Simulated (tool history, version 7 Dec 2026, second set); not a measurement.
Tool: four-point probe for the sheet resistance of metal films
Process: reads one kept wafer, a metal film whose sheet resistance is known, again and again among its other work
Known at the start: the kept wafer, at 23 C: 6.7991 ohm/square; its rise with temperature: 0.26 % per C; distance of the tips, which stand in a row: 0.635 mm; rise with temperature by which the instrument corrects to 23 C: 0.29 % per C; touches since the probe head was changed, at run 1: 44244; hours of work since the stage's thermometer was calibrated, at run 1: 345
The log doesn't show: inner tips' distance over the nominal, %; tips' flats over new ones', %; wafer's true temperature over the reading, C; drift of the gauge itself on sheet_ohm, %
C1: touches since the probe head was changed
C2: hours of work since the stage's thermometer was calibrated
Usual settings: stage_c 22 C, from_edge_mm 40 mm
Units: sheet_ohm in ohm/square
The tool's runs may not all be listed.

Run 1, hour 0.0: usual settings; C1 44244; C2 345. Result: sheet_ohm 6.876094 ohm/square.
Run 2, hour 22.1: usual settings; C1 45085; C2 362. Result: sheet_ohm 6.876922 ohm/square.
Run 3, hour 43.5: usual settings; C1 45903; C2 378. Result: sheet_ohm 6.879051 ohm/square.
Run 4, hour 65.8: usual settings; C1 46756; C2 394. Result: sheet_ohm 6.878966 ohm/square.
Run 5, hour 79.5: usual settings; C1 47279; C2 405. Result: sheet_ohm 6.879314 ohm/square.
Run 6, hour 96.4: usual settings but stage_c 23 C; C1 47922; C2 417. Result: sheet_ohm 6.876425 ohm/square.
Run 7, hour 120.7: usual settings but from_edge_mm 43 mm; C1 48850; C2 436. Result: sheet_ohm 6.880284 ohm/square.
Run 8, hour 135.8: usual settings but from_edge_mm 43 mm; C1 49428; C2 447. Result: sheet_ohm 6.880386 ohm/square.
Run 9, hour 156.4: usual settings but from_edge_mm 43 mm; C1 50213; C2 462. Result: sheet_ohm 6.884908 ohm/square.
Run 10, hour 179.1: usual settings but from_edge_mm 62 mm; C1 51078; C2 479. Result: sheet_ohm 6.884312 ohm/square.
Run 11, hour 201.7: usual settings; C1 51941; C2 496. Result: sheet_ohm 6.884248 ohm/square.
Run 12, hour 227.1: usual settings; C1 52910; C2 515. Result: sheet_ohm 6.888520 ohm/square.
Run 13, hour 247.2: usual settings but from_edge_mm 10 mm; C1 53677; C2 531. Result: sheet_ohm 6.902170 ohm/square.
Run 14, hour 267.4: usual settings but from_edge_mm 10 mm; C1 54450; C2 546. Result: sheet_ohm 6.904300 ohm/square.

The next listed run, before its measurement:
Run 15, hour 288.1: usual settings; C1 55240; C2 561. Result: sheet_ohm ?.

{"run 15": {"sheet_ohm": 6.89426}}
Without the tool's hidden state the same run would have given sheet_ohm 6.804670 ohm/square.
